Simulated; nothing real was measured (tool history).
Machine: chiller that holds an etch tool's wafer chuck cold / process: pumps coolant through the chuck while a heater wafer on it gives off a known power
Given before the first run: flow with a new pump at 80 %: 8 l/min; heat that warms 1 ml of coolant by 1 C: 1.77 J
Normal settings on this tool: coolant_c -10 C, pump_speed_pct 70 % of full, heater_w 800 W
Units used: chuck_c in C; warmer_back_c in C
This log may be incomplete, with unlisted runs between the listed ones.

| run | hour | coolant_c | pump_speed_pct | heater_w | chuck_c | warmer_back_c |
|---|---|---|---|---|---|---|
| 1 | 0.0 | -10 | 70 | 800 | -3.5 | 4.01 |
| 2 | 31.5 | -10 | 70 | 800 | -3.4 | 4.06 |
| 3 | 46.3 | -17 | 70 | 800 | -10.4 | 4.03 |
| 4 | 67.1 | -10 | 70 | 800 | -3.3 | 4.04 |
| 5 | 94.7 | -10 | 70 | 800 | -3.2 | 4.06 |
| 6 | 125.8 | -10 | 70 | 800 | -3.4 | 4.06 |
| 7 | 145.7 | -10 | 70 | 800 | -3.5 | 4.07 |
| 8 | 176.3 | -10 | 70 | 800 | -3.5 | 4.02 |
| 9 | 199.1 | -10 | 70 | 800 | -3.5 | 4.10 |
| 10 | 224.4 | -10 | 70 | 800 | -3.4 | 4.04 |
| 11 | 251.1 | -10 | 70 | 800 | -3.6 | 4.05 |
| 12 | 268.3 | -10 | 95 | 800 | -5.0 | 2.97 |
| 13 | 281.3 | -10 | 70 | 800 | -3.6 | 4.12 |
| 14 | 305.0 | -10 | 70 | 800 | -3.2 | 4.04 |
| 15 | 330.1 | -9 | 70 | 800 | -2.3 | 4.09 |
| 16 | 362.6 | -6 | 70 | 800 | 0.5 | 4.11 |
| 17 | 386.2 | -6 | 70 | 800 | 0.5 | 4.08 |
| 18 | 401.6 | -10 | 70 | 800 | -3.2 | 4.18 |
| 19 | 419.8 | -10 | 70 | 800 | -3.2 | 4.08 |
| 20 | 442.9 | -10 | 70 | 698 | -4.2 | 3.58 |
| 21 | 467.8 | -10 | 69 | 939 | -2.2 | 4.91 |
| 22 | 481.2 | -10 | 69 | 939 | -2.0 | 4.94 |
| 23 | 509.6 | -12 | 76 | 465 | -8.7 | 2.03 |
| 24 | 525.7 | -12 | 76 | 465 | -8.7 | 2.13 |
| 25 | 543.7 | -12 | 76 | 465 | -8.7 | 2.08 |
| 26 | 557.5 | -12 | 84 | 423 | -9.2 | 1.70 |
| 27 | 582.2 | -12 | 75 | 448 | -8.7 | 2.04 |
| 28 | 598.3 | -10 | 72 | 957 | -2.5 | 4.49 |
| 29 | 624.6 | -2 | 64 | 626 | 3.4 | 3.35 |
| 30 | 643.4 | -2 | 64 | 626 | 3.3 | 3.35 |
| 31 | 665.4 | -10 | 70 | 530 | -5.8 | 2.60 |

Withheld: 2 entries from between the runs. Position of each, and hidden state at the listed run before versus the listed run after:
Run 15 -> run 16: coolant pump overhauled (hour 336.8)
  heat passed by the chuck's channels, % of clean ones': 95.4 -> 95.3; flow at a given pump speed, % of a new pump's: 95.9 -> 94.9
  what was measured, less what the result would be without the hidden state, chuck_c: +0.3 -> +0.4 C; warmer_back_c: +0.17 -> +0.20 C
Run 22 -> run 23: coolant pump overhauled, once more (hour 504.2)
  heat passed by the chuck's channels, % of clean ones': 94.9 -> 94.8; flow at a given pump speed, % of a new pump's: 94.7 -> 100.6
  what was measured, less what the result would be without the hidden state, chuck_c: +0.5 -> +0.0 C; warmer_back_c: +0.26 -> -0.01 C
